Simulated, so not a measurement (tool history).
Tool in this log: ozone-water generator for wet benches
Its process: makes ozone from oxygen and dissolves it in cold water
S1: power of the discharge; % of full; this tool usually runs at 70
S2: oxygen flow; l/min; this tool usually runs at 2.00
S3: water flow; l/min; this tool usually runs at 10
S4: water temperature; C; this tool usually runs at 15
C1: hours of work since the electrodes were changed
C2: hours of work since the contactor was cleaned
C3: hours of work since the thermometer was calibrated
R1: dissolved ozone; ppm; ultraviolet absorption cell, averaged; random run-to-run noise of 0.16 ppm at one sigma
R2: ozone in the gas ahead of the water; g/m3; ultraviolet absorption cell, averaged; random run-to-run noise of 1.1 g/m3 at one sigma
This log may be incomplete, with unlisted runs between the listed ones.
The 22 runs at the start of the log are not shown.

run 23 hour=806.0 | S1=93 S2=2.00 S3=7 S4=16 | C1=1569 C2=6951 C3=2656 | R1=32.2 R2=249.9
run 24 hour=836.4 | S1=87 S2=1.57 S3=10 S4=8 | C1=1593 C2=6975 C3=2681 | R1=22.9 R2=264.3
run 25 hour=870.1 | S1=87 S2=1.57 S3=10 S4=8 | C1=1620 C2=7002 C3=2707 | R1=22.8 R2=264.4
run 26 hour=907.7 | S1=70 S2=2.06 S3=9 S4=15 | C1=1649 C2=7032 C3=2737 | R1=20.8 R2=196.9
run 27 hour=933.4 | S1=46 S2=2.06 S3=9 S4=15 | C1=1670 C2=7052 C3=2758 | R1=15.2 R2=143.0
run 28 hour=967.4 | S1=62 S2=2.06 S3=9 S4=12 | C1=1697 C2=7079 C3=2785 | R1=19.5 R2=178.6
run 29 hour=1003.1 | S1=70 S2=2.00 S3=13 S4=15 | C1=1725 C2=7107 C3=2813 | R1=14.3 R2=201.0
run 30 hour=1051.0 | S1=63 S2=2.08 S3=8 S4=15 | C1=1763 C2=7146 C3=2851 | R1=21.3 R2=183.1
run 31 hour=1093.2 | S1=41 S2=2.00 S3=6 S4=15 | C1=1797 C2=7179 C3=2885 | R1=19.2 R2=132.3
run 32 hour=1119.2 | S1=41 S2=2.73 S3=6 S4=10 | C1=1818 C2=7200 C3=2905 | R1=20.8 R2=113.1

What if the next run were any one of these 3? Each begins from the tool's condition after run 32:
run A hour=1165.9 | S1=41 S2=1.06 S3=6 S4=10 | C1=1855 C2=7237 C3=2943 | R1=? R2=?
run B hour=1165.9 | S1=98 S2=3.58 S3=10 S4=10 | C1=1855 C2=7237 C3=2943 | R1=? R2=?
run C hour=1165.9 | S1=70 S2=2.00 S3=15 S4=15 | C1=1855 C2=7237 C3=2943 | R1=? R2=?

run=A R1=18.8 R2=178.6
run=B R1=27.4 R2=192.8
run=C R1=12.2 R2=198.3
Without the tool's hidden state the same runs would have given:
run=A R1=20.1 R2=182.1
run=B R1=30.7 R2=201.0
run=C R1=13.8 R2=204.9

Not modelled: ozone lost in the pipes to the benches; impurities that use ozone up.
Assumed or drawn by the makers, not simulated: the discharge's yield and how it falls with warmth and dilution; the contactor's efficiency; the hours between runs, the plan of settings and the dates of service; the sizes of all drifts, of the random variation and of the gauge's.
